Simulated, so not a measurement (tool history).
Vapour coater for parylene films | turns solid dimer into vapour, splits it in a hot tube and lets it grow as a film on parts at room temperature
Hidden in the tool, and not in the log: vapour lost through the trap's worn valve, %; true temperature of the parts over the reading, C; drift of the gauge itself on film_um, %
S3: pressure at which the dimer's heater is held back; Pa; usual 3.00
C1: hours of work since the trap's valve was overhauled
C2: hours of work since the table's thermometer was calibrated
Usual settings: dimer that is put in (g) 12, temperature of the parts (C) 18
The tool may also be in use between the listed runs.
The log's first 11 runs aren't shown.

Run 12, hour 285.8: usual settings but dimer that is put in (g) 6, temperature of the parts (C) 19; C1 227; C2 580. Result: thickness of the film (um) 2.98.
Run 13, hour 309.9: usual settings but dimer that is put in (g) 6, temperature of the parts (C) 19; C1 241; C2 594. Result: thickness of the film (um) 2.99.
Run 14, hour 332.0: usual settings but dimer that is put in (g) 6, temperature of the parts (C) 12; C1 254; C2 607. Result: thickness of the film (um) 3.56.
At hour 363.8: trap's valve overhauled.
Run 15, hour 368.0: usual settings; C1 2; C2 626. Result: thickness of the film (um) 6.43.
Run 16, hour 398.0: usual settings but S3 8.24 Pa; C1 20; C2 644. Result: thickness of the film (um) 5.35.
Run 17, hour 420.8: usual settings; C1 34; C2 657. Result: thickness of the film (um) 6.41.
Run 18, hour 453.5: usual settings but temperature of the parts (C) 26; C1 53; C2 677. Result: thickness of the film (um) 5.22.
Run 19, hour 478.0: usual settings but temperature of the parts (C) 26; C1 67; C2 691. Result: thickness of the film (um) 5.20.
Run 20, hour 515.8: usual settings but temperature of the parts (C) 26; C1 90; C2 713. Result: thickness of the film (um) 5.16.
Run 21, hour 550.9: usual settings but temperature of the parts (C) 26; C1 111; C2 734. Result: thickness of the film (um) 5.15.
Run 22, hour 575.4: usual settings but temperature of the parts (C) 11; C1 125; C2 749. Result: thickness of the film (um) 7.52.

Forecast run 23:
Run 23, hour 600.9: usual settings but temperature of the parts (C) 11; C1 140; C2 764. Result: thickness of the film (um) ?.

{"run 23": {"thickness of the film (um)": 7.48}}
Without the tool's hidden state the same run would have given thickness of the film (um) 7.65.

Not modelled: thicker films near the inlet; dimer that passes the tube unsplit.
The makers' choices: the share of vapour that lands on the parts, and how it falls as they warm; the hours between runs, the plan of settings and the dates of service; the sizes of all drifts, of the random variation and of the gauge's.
